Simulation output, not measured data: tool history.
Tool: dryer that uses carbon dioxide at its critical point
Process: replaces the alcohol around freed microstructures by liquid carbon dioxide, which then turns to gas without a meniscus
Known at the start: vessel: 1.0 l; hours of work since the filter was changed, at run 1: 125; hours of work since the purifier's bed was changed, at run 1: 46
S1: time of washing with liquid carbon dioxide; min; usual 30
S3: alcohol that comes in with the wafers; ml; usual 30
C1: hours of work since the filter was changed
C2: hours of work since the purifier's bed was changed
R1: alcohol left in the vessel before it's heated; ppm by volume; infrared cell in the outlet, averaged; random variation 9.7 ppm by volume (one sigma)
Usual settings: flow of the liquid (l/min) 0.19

run 1 day=0 | S1=30 flow_of_the_liquid_(l/min)=0.19 S3=30 | C1=125 C2=46 | R1=664
run 2 day=0.267 | S1=30 flow_of_the_liquid_(l/min)=0.183 S3=30 | C1=127 C2=48 | R1=774
run 3 day=0.883 | S1=30 flow_of_the_liquid_(l/min)=0.183 S3=82 | C1=133 C2=54 | R1=2116
run 4 day=1.517 | S1=30 flow_of_the_liquid_(l/min)=0.19 S3=30 | C1=139 C2=59 | R1=678
run 5 day=1.858 | S1=30 flow_of_the_liquid_(l/min)=0.19 S3=30 | C1=142 C2=62 | R1=661
run 6 day=2.45 | S1=30 flow_of_the_liquid_(l/min)=0.19 S3=30 | C1=147 C2=68 | R1=675
run 7 day=2.804 | S1=30 flow_of_the_liquid_(l/min)=0.19 S3=30 | C1=150 C2=71 | R1=667
run 8 day=3.425 | S1=30 flow_of_the_liquid_(l/min)=0.19 S3=30 | C1=156 C2=77 | R1=698
run 9 day=3.746 | S1=30 flow_of_the_liquid_(l/min)=0.266 S3=30 | C1=159 C2=80 | R1=146
run 10 day=4.312 | S1=30 flow_of_the_liquid_(l/min)=0.266 S3=30 | C1=164 C2=85 | R1=147
run 11 day=4.588 | S1=30 flow_of_the_liquid_(l/min)=0.266 S3=96 | C1=167 C2=87 | R1=471
run 12 day=5.108 | S1=30 flow_of_the_liquid_(l/min)=0.19 S3=30 | C1=171 C2=92 | R1=703
run 13 day=5.529 | S1=30 flow_of_the_liquid_(l/min)=0.19 S3=30 | C1=175 C2=96 | R1=718
run 14 day=6.154 | S1=30 flow_of_the_liquid_(l/min)=0.19 S3=30 | C1=181 C2=101 | R1=720
run 15 day=6.538 | S1=30 flow_of_the_liquid_(l/min)=0.19 S3=30 | C1=184 C2=105 | R1=736
run 16 day=6.929 | S1=30 flow_of_the_liquid_(l/min)=0.19 S3=30 | C1=188 C2=108 | R1=716
run 17 day=7.188 | S1=30 flow_of_the_liquid_(l/min)=0.19 S3=30 | C1=190 C2=111 | R1=717
run 18 day=7.454 | S1=30 flow_of_the_liquid_(l/min)=0.19 S3=30 | C1=193 C2=113 | R1=729
run 19 day=7.779 | S1=30 flow_of_the_liquid_(l/min)=0.19 S3=30 | C1=196 C2=116 | R1=734
run 20 day=8.271 | S1=30 flow_of_the_liquid_(l/min)=0.19 S3=30 | C1=200 C2=121 | R1=740
run 21 day=8.908 | S1=30 flow_of_the_liquid_(l/min)=0.149 S3=30 | C1=206 C2=126 | R1=1656
run 22 day=9.554 | S1=30 flow_of_the_liquid_(l/min)=0.19 S3=30 | C1=212 C2=132 | R1=762
run 23 day=9.921 | S1=30 flow_of_the_liquid_(l/min)=0.19 S3=30 | C1=215 C2=136 | R1=756
run 24 day=10.425 | S1=30 flow_of_the_liquid_(l/min)=0.19 S3=30 | C1=220 C2=140 | R1=753
run 25 day=11.008 | S1=23 flow_of_the_liquid_(l/min)=0.19 S3=27 | C1=225 C2=145 | R1=1569
run 26 day=11.562 | S1=23 flow_of_the_liquid_(l/min)=0.19 S3=27 | C1=230 C2=150 | R1=1539
run 27 day=12.079 | S1=35 flow_of_the_liquid_(l/min)=0.215 S3=27 | C1=235 C2=155 | R1=225
run 28 day=12.712 | S1=39 flow_of_the_liquid_(l/min)=0.243 S3=28 | C1=240 C2=161 | R1=85
run 29 day=13.233 | S1=23 flow_of_the_liquid_(l/min)=0.169 S3=71 | C1=245 C2=166 | R1=5987
run 30 day=13.567 | S1=47 flow_of_the_liquid_(l/min)=0.19 S3=80 | C1=248 C2=169 | R1=272
run 31 day=14.021 | S1=41 flow_of_the_liquid_(l/min)=0.19 S3=55 | C1=252 C2=173 | R1=386
run 32 day=14.583 | S1=41 flow_of_the_liquid_(l/min)=0.21 S3=55 | C1=257 C2=178 | R1=223
run 33 day=15.158 | S1=42 flow_of_the_liquid_(l/min)=0.19 S3=117 | C1=263 C2=183 | R1=709
run 34 day=15.796 | S1=42 flow_of_the_liquid_(l/min)=0.19 S3=117 | C1=268 C2=189 | R1=737
run 35 day=16.171 | S1=42 flow_of_the_liquid_(l/min)=0.19 S3=118 | C1=272 C2=192 | R1=769
run 36 day=16.525 | S1=42 flow_of_the_liquid_(l/min)=0.147 S3=96 | C1=275 C2=195 | R1=1910
run 37 day=17.079 | S1=25 flow_of_the_liquid_(l/min)=0.147 S3=96 | C1=280 C2=201 | R1=9295
run 38 day=17.358 | S1=25 flow_of_the_liquid_(l/min)=0.147 S3=96 | C1=283 C2=203 | R1=9308
run 39 day=17.712 | S1=21 flow_of_the_liquid_(l/min)=0.283 S3=23 | C1=286 C2=206 | R1=507
run 40 day=18.038 | S1=21 flow_of_the_liquid_(l/min)=0.283 S3=23 | C1=289 C2=209 | R1=516
run 41 day=18.629 | S1=21 flow_of_the_liquid_(l/min)=0.283 S3=23 | C1=294 C2=215 | R1=528
run 42 day=18.975 | S1=21 flow_of_the_liquid_(l/min)=0.117 S3=91 | C1=297 C2=218 | R1=19978
run 43 day=19.429 | S1=21 flow_of_the_liquid_(l/min)=0.228 S3=29 | C1=301 C2=222 | R1=1360
run 44 day=19.758 | S1=33 flow_of_the_liquid_(l/min)=0.204 S3=28 | C1=304 C2=225 | R1=409
run 45 day=20.171 | S1=26 flow_of_the_liquid_(l/min)=0.149 S3=84 | C1=308 C2=229 | R1=7542
run 46 day=20.771 | S1=26 flow_of_the_liquid_(l/min)=0.149 S3=84 | C1=313 C2=234 | R1=7340
run 47 day=21.071 | S1=26 flow_of_the_liquid_(l/min)=0.149 S3=84 | C1=316 C2=237 | R1=7502

Hidden state or all else? Some run-to-run changes of R1, split into what the settings, what came in and random variation would give without the hidden state, and what is left for the hidden state (with any gauge scatter that isn't in both results):
The hidden state here: flow that reaches the vessel past the clogged filter, %; alcohol in the recycled carbon dioxide, ppm; drift of the gauge itself on alcohol_ppm, %.
Run 38 -> 39: S1 25 -> 21, flow of the liquid (l/min) 0.147 -> 0.283, S3 96 -> 23. R1 -8801 ppm by volume: hidden state -1804, all else -6997.
Run 41 -> 42: flow of the liquid (l/min) 0.283 -> 0.117, S3 23 -> 91. R1 +19450 ppm by volume: hidden state +2879, all else +16571.
Run 42 -> 43: flow of the liquid (l/min) 0.117 -> 0.228, S3 91 -> 29. R1 -18618 ppm by volume: hidden state -2669, all else -15949.
